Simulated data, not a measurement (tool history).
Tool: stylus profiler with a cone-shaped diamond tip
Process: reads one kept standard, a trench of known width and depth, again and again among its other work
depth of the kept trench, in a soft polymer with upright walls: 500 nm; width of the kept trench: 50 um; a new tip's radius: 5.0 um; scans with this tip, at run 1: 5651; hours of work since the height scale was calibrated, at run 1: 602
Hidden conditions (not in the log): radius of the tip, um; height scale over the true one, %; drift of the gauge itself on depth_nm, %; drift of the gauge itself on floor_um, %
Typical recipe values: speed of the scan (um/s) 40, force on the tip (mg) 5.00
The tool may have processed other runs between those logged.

| run | hour | speed of the scan (um/s) | force on the tip (mg) | scans with this tip | hours of work since the height scale was calibrated | depth of the trench (angstrom) | width of the trench's floor (µm) |
|---|---|---|---|---|---|---|---|
| 1 | 0.0 | 40 | 5.00 | 5651 | 602 | 5051.2 | 45.48 |
| 2 | 41.2 | 40 | 7.02 | 5947 | 634 | 5067.4 | 45.52 |
| 3 | 77.5 | 40 | 7.02 | 6207 | 661 | 5066.0 | 45.51 |
| 4 | 122.2 | 40 | 8.51 | 6528 | 695 | 5073.3 | 45.45 |
| 5 | 159.9 | 40 | 5.00 | 6799 | 724 | 5054.5 | 45.46 |
| 6 | 220.6 | 29 | 5.00 | 7235 | 771 | 5054.3 | 45.48 |
| 7 | 284.5 | 40 | 5.00 | 7693 | 820 | 5051.9 | 45.43 |
| 8 | 342.1 | 40 | 5.00 | 8107 | 864 | 5051.6 | 45.44 |
| 9 | 414.1 | 40 | 5.00 | 8624 | 919 | 5055.3 | 45.44 |
| 10 | 450.0 | 40 | 5.00 | 8882 | 946 | 5051.8 | 45.47 |
| 11 | 510.7 | 38 | 5.00 | 9318 | 993 | 5050.8 | 45.43 |
| 12 | 544.2 | 40 | 13.67 | 9558 | 1018 | 5102.4 | 45.53 |
| 13 | 611.9 | 40 | 13.67 | 10044 | 1070 | 5102.6 | 45.51 |
| 14 | 680.5 | 40 | 5.00 | 10537 | 1123 | 5053.7 | 45.42 |
|  | 694.2 | new tip fitted, height scale calibrated |
| 15 | 723.8 | 40 | 5.00 | 212 | 23 | 5054.9 | 45.40 |
| 16 | 803.7 | 40 | 5.00 | 786 | 84 | 5052.6 | 45.44 |
| 17 | 851.4 | 40 | 5.00 | 1128 | 120 | 5052.0 | 45.40 |
| 18 | 891.6 | 35 | 5.00 | 1417 | 151 | 5050.8 | 45.45 |
| 19 | 956.8 | 40 | 5.00 | 1885 | 201 | 5050.4 | 45.48 |
| 20 | 1032.6 | 40 | 5.00 | 2429 | 259 | 5052.4 | 45.48 |
| 21 | 1066.6 | 40 | 5.00 | 2673 | 285 | 5053.0 | 45.50 |
| 22 | 1143.9 | 40 | 3.26 | 3228 | 344 | 5039.6 | 45.38 |
| 23 | 1187.0 | 40 | 3.26 | 3538 | 377 | 5040.2 | 45.39 |
| 24 | 1254.9 | 40 | 3.26 | 4025 | 429 | 5042.1 | 45.42 |
| 25 | 1291.1 | 71 | 5.00 | 4285 | 457 | 5051.5 | 45.31 |
| 26 | 1329.8 | 73 | 4.31 | 4563 | 486 | 5046.4 | 45.28 |
| 27 | 1367.9 | 40 | 2.77 | 4837 | 515 | 5035.9 | 45.44 |
| 28 | 1405.4 | 91 | 7.92 | 5106 | 544 | 5073.3 | 45.36 |
| 29 | 1451.4 | 62 | 2.00 | 5436 | 579 | 5026.2 | 45.26 |
| 30 | 1504.9 | 43 | 9.48 | 5820 | 620 | 5076.9 | 45.51 |
| 31 | 1544.1 | 29 | 6.88 | 6101 | 650 | 5064.5 | 45.50 |
| 32 | 1578.3 | 16 | 3.68 | 6347 | 676 | 5043.3 | 45.56 |
| 33 | 1625.5 | 36 | 1.75 | 6686 | 712 | 5027.1 | 45.37 |
| 34 | 1706.2 | 82 | 4.56 | 7266 | 774 | 5049.4 | 45.22 |
| 35 | 1764.7 | 58 | 2.36 | 7686 | 819 | 5032.0 | 45.24 |
| 36 | 1845.5 | 58 | 2.36 | 8266 | 881 | 5028.6 | 45.24 |
| 37 | 1917.5 | 33 | 3.10 | 8782 | 936 | 5036.8 | 45.46 |
| 38 | 1989.4 | 33 | 2.72 | 9298 | 991 | 5036.0 | 45.43 |
| 39 | 2051.6 | 11 | 7.79 | 9745 | 1038 | 5071.2 | 45.58 |
| 40 | 2122.1 | 82 | 12.65 | 10251 | 1092 | 5099.4 | 45.40 |
| 41 | 2159.6 | 82 | 12.65 | 10521 | 1121 | 5099.2 | 45.41 |
|  | 2172.6 | new tip fitted, height scale calibrated |
| 42 | 2205.3 | 66 | 4.64 | 234 | 25 | 5049.2 | 45.34 |
| 43 | 2264.2 | 40 | 5.00 | 657 | 70 | 5051.8 | 45.47 |
| 44 | 2297.5 | 28 | 6.42 | 897 | 96 | 5062.2 | 45.53 |
| 45 | 2366.8 | 36 | 8.02 | 1394 | 149 | 5072.6 | 45.50 |

Hidden state at the last listed run before each entry between runs and at the first one after, where it differs:
Runs 14 to 15: new tip fitted, height scale calibrated (hour 694.2)
  radius of the tip, um: 5.06 -> 5; height scale over the true one, %: 0.004 -> 0
  measured minus no-state result, width of the trench's floor (µm): -0.03 -> +0.00
Runs 41 to 42: new tip fitted, height scale calibrated (hour 2172.6)
  radius of the tip, um: 5.07 -> 5; height scale over the true one, %: 0.005 -> 0.001
  measured minus no-state result, width of the trench's floor (µm): -0.03 -> +0.00
